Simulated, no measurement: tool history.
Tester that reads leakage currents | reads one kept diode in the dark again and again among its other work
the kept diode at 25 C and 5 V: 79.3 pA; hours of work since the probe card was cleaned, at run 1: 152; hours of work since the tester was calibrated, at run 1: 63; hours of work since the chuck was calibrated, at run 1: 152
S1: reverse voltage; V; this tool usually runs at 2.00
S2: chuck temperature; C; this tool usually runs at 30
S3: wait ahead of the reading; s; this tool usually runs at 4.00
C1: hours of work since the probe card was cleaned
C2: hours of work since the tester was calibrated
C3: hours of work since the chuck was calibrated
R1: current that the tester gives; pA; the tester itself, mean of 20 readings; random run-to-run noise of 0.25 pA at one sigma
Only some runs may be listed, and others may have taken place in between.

run 1 hour=0.0 | S1=2.00 S2=30 S3=4.00 | C1=152 C2=63 C3=152 | R1=84.08
run 2 hour=41.5 | S1=2.00 S2=30 S3=4.00 | C1=185 C2=96 C3=185 | R1=84.23
run 3 hour=103.2 | S1=2.00 S2=30 S3=4.00 | C1=234 C2=145 C3=234 | R1=83.71
run 4 hour=156.3 | S1=2.00 S2=30 S3=4.00 | C1=277 C2=187 C3=277 | R1=83.80
run 5 hour=214.8 | S1=2.00 S2=30 S3=4.00 | C1=324 C2=234 C3=324 | R1=83.89
run 6 hour=247.0 | S1=8.25 S2=30 S3=4.00 | C1=349 C2=260 C3=349 | R1=144.69
run 7 hour=284.3 | S1=8.25 S2=30 S3=8.15 | C1=379 C2=290 C3=379 | R1=144.94
run 8 hour=344.5 | S1=2.00 S2=30 S3=3.91 | C1=427 C2=338 C3=427 | R1=84.75
run 9 hour=381.4 | S1=2.00 S2=30 S3=3.91 | C1=457 C2=367 C3=457 | R1=84.64
run 10 hour=414.5 | S1=2.00 S2=30 S3=3.91 | C1=483 C2=394 C3=483 | R1=85.09
run 11 hour=473.0 | S1=2.00 S2=30 S3=2.15 | C1=530 C2=440 C3=530 | R1=84.99
run 12 hour=540.1 | S1=2.00 S2=30 S3=4.00 | C1=583 C2=494 C3=583 | R1=85.45
run 13 hour=579.9 | S1=2.00 S2=22 S3=4.00 | C1=615 C2=526 C3=615 | R1=47.75
run 14 hour=633.9 | S1=2.00 S2=22 S3=4.00 | C1=658 C2=569 C3=658 | R1=47.72
run 15 hour=700.2 | S1=2.00 S2=22 S3=4.00 | C1=711 C2=622 C3=711 | R1=48.37
run 16 hour=760.2 | S1=2.00 S2=22 S3=4.00 | C1=759 C2=670 C3=759 | R1=48.07
run 17 hour=816.6 | S1=2.00 S2=22 S3=4.00 | C1=804 C2=715 C3=804 | R1=48.79
run 18 hour=885.6 | S1=2.00 S2=21 S3=4.00 | C1=859 C2=770 C3=859 | R1=45.35
run 19 hour=924.9 | S1=2.00 S2=21 S3=4.00 | C1=891 C2=801 C3=891 | R1=45.38
run 20 hour=964.6 | S1=2.00 S2=21 S3=4.00 | C1=922 C2=833 C3=922 | R1=45.30
run 21 hour=1024.7 | S1=2.00 S2=21 S3=4.00 | C1=970 C2=881 C3=970 | R1=45.73
run 22 hour=1091.0 | S1=17.58 S2=42 S3=4.00 | C1=1023 C2=934 C3=1023 | R1=456.51
run 23 hour=1122.7 | S1=17.58 S2=42 S3=3.17 | C1=1048 C2=959 C3=1048 | R1=453.55
run 24 hour=1187.9 | S1=17.58 S2=42 S3=3.17 | C1=1101 C2=1011 C3=1101 | R1=460.28
-- hour=1222.3 probe card cleaned and baked
run 25 hour=1258.6 | S1=17.58 S2=42 S3=3.17 | C1=29 C2=1065 C3=1155 | R1=440.80
run 26 hour=1327.2 | S1=2.37 S2=37 S3=8.25 | C1=84 C2=1120 C3=1209 | R1=149.76
run 27 hour=1369.5 | S1=1.19 S2=21 S3=6.14 | C1=118 C2=1154 C3=1243 | R1=36.55
run 28 hour=1430.7 | S1=2.82 S2=47 S3=0.61 | C1=166 C2=1203 C3=1292 | R1=310.99
run 29 hour=1461.3 | S1=2.82 S2=47 S3=0.61 | C1=191 C2=1227 C3=1316 | R1=310.93
run 30 hour=1517.2 | S1=7.09 S2=57 S3=9.86 | C1=235 C2=1272 C3=1361 | R1=819.09
run 31 hour=1563.2 | S1=7.09 S2=57 S3=9.86 | C1=272 C2=1308 C3=1398 | R1=821.04
run 32 hour=1625.7 | S1=8.49 S2=27 S3=4.46 | C1=322 C2=1358 C3=1448 | R1=122.18
run 33 hour=1667.2 | S1=19.60 S2=30 S3=4.00 | C1=355 C2=1391 C3=1481 | R1=208.39
run 34 hour=1697.4 | S1=2.55 S2=57 S3=4.00 | C1=379 C2=1415 C3=1505 | R1=560.28
run 35 hour=1753.2 | S1=1.80 S2=36 S3=0.65 | C1=424 C2=1460 C3=1549 | R1=128.12
run 36 hour=1794.0 | S1=3.69 S2=39 S3=8.10 | C1=456 C2=1493 C3=1582 | R1=206.11
run 37 hour=1840.7 | S1=3.60 S2=41 S3=8.10 | C1=494 C2=1530 C3=1619 | R1=232.65
run 38 hour=1871.4 | S1=3.57 S2=41 S3=8.10 | C1=518 C2=1554 C3=1644 | R1=231.66
run 39 hour=1922.9 | S1=3.57 S2=41 S3=8.10 | C1=559 C2=1596 C3=1685 | R1=233.28
run 40 hour=1958.0 | S1=14.90 S2=23 S3=9.26 | C1=587 C2=1624 C3=1713 | R1=117.52

What if the next run were any one of these 4? Each begins from the tool's condition after run 40:
run A hour=2005.8 | S1=9.33 S2=23 S3=9.26 | C1=626 C2=1662 C3=1751 | R1=?
run B hour=2005.8 | S1=14.90 S2=22 S3=9.26 | C1=626 C2=1662 C3=1751 | R1=?
run C hour=2005.8 | S1=6.15 S2=30 S3=4.00 | C1=626 C2=1662 C3=1751 | R1=?
run D hour=2005.8 | S1=14.90 S2=24 S3=0.73 | C1=626 C2=1662 C3=1751 | R1=?

run=A R1=97.44
run=B R1=110.05
run=C R1=135.20
run=D R1=130.15
With no hidden state in the tool, these same runs would have given:
run=A R1=86.27
run=B R1=95.31
run=C R1=123.35
run=D R1=114.27

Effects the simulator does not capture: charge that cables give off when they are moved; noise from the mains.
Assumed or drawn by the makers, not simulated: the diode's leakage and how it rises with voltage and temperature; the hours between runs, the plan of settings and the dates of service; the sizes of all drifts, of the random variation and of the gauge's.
